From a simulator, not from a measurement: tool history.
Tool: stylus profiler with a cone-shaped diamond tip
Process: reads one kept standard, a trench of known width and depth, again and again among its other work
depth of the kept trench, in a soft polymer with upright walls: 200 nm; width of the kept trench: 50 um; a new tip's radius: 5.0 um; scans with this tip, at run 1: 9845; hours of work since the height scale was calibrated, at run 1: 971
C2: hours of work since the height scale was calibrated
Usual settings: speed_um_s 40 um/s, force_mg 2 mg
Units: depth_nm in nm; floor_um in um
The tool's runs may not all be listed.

Run 1, hour 0: usual settings; scans with this tip 9845; C2 971. Result: depth_nm 202.14 nm, floor_um 46.16 um.
Run 2, hour 101.9: usual settings but force_mg 1.76 mg; scans with this tip 10329; C2 1019. Result: depth_nm 202.12 nm, floor_um 46.13 um.
Run 3, hour 203.3: usual settings; scans with this tip 10810; C2 1066. Result: depth_nm 202.29 nm, floor_um 46.06 um.
Run 4, hour 280.2: usual settings; scans with this tip 11175; C2 1102. Result: depth_nm 202.21 nm, floor_um 46.04 um.
Run 5, hour 387.8: usual settings; scans with this tip 11685; C2 1152. Result: depth_nm 202.36 nm, floor_um 46.01 um.
Run 6, hour 448.6: usual settings; scans with this tip 11974; C2 1181. Result: depth_nm 202.36 nm, floor_um 46.03 um.
Run 7, hour 497.2: usual settings; scans with this tip 12205; C2 1204. Result: depth_nm 202.46 nm, floor_um 45.95 um.
Run 8, hour 561.2: usual settings but speed_um_s 80 um/s; scans with this tip 12508; C2 1233. Result: depth_nm 202.5 nm, floor_um 45.65 um.
Run 9, hour 634.2: usual settings; scans with this tip 12855; C2 1268. Result: depth_nm 202.5 nm, floor_um 45.98 um.
Run 10, hour 692.8: usual settings; scans with this tip 13133; C2 1295. Result: depth_nm 202.5 nm, floor_um 45.88 um.
Run 11, hour 792.8: usual settings but force_mg 3.57 mg; scans with this tip 13608; C2 1342. Result: depth_nm 203.3 nm, floor_um 45.9 um.
Run 12, hour 864: usual settings but force_mg 3.57 mg; scans with this tip 13945; C2 1375. Result: depth_nm 203.3 nm, floor_um 45.87 um.
Run 13, hour 910.7: usual settings but force_mg 3.57 mg; scans with this tip 14167; C2 1397. Result: depth_nm 203.4 nm, floor_um 45.89 um.
Run 14, hour 966.5: usual settings but force_mg 2.39 mg; scans with this tip 14432; C2 1423. Result: depth_nm 202.79 nm, floor_um 45.81 um.
Run 15, hour 1060: usual settings but force_mg 2.39 mg; scans with this tip 14875; C2 1467. Result: depth_nm 202.88 nm, floor_um 45.86 um.
Run 16, hour 1122.5: usual settings but force_mg 2.39 mg; scans with this tip 15172; C2 1496. Result: depth_nm 202.86 nm, floor_um 45.82 um.
Run 17, hour 1196.2: usual settings but force_mg 2.39 mg; scans with this tip 15522; C2 1531. Result: depth_nm 202.88 nm, floor_um 45.8 um.
Run 18, hour 1283.2: usual settings but force_mg 2.39 mg; scans with this tip 15935; C2 1571. Result: depth_nm 202.99 nm, floor_um 45.72 um.
At hour 1334.7: height scale calibrated on a step standard.
Run 19, hour 1387: usual settings but speed_um_s 31 um/s, force_mg 4.76 mg; scans with this tip 16425; C2 24. Result: depth_nm 202.63 nm, floor_um 45.8 um.
Run 20, hour 1432.7: usual settings but speed_um_s 19 um/s, force_mg 3.43 mg; scans with this tip 16642; C2 46. Result: depth_nm 202.03 nm, floor_um 45.85 um.
Run 21, hour 1535.9: usual settings but speed_um_s 19 um/s, force_mg 3.43 mg; scans with this tip 17132; C2 94. Result: depth_nm 202.14 nm, floor_um 45.76 um.
Run 22, hour 1629.1: usual settings but force_mg 1.74 mg; scans with this tip 17574; C2 138. Result: depth_nm 201.45 nm, floor_um 45.58 um.
Run 23, hour 1689.5: usual settings but force_mg 1.17 mg; scans with this tip 17861; C2 166. Result: depth_nm 201.21 nm, floor_um 45.5 um.
Run 24, hour 1752.4: usual settings but speed_um_s 12 um/s, force_mg 3.94 mg; scans with this tip 18159; C2 195. Result: depth_nm 202.44 nm, floor_um 45.81 um.
Run 25, hour 1822.2: usual settings but speed_um_s 12 um/s, force_mg 3.94 mg; scans with this tip 18491; C2 228. Result: depth_nm 202.51 nm, floor_um 45.75 um.
Run 26, hour 1872.8: usual settings but speed_um_s 22 um/s; scans with this tip 18731; C2 252. Result: depth_nm 201.66 nm, floor_um 45.65 um.
Run 27, hour 1932.3: usual settings but force_mg 1.78 mg; scans with this tip 19013; C2 280. Result: depth_nm 201.51 nm, floor_um 45.51 um.
Run 28, hour 2017.9: usual settings but speed_um_s 151 um/s, force_mg 1.78 mg; scans with this tip 19419; C2 320. Result: depth_nm 201.53 nm, floor_um 44.71 um.
Run 29, hour 2107.7: usual settings but speed_um_s 66 um/s, force_mg 2.39 mg; scans with this tip 19846; C2 362. Result: depth_nm 201.95 nm, floor_um 45.31 um.

Forecast each of these 3 alternatives for the next run:
Run A, hour 2161.1: usual settings but force_mg 1.28 mg; scans with this tip 20099; C2 387. Result: depth_nm ?, floor_um ?.
Run B, hour 2161.1: usual settings but speed_um_s 24 um/s, force_mg 2.03 mg; scans with this tip 20099; C2 387. Result: depth_nm ?, floor_um ?.
Run C, hour 2161.1: usual settings but speed_um_s 28 um/s, force_mg 2.33 mg; scans with this tip 20099; C2 387. Result: depth_nm ?, floor_um ?.

run  depth_nm  floor_um
  A    201.29     45.33
  B    201.58     45.59
  C     201.8     45.52
Without the tool's hidden state the same runs would have given:
run  depth_nm  floor_um
  A    201.08     46.81
  B    201.37     47.08
  C    201.59        47
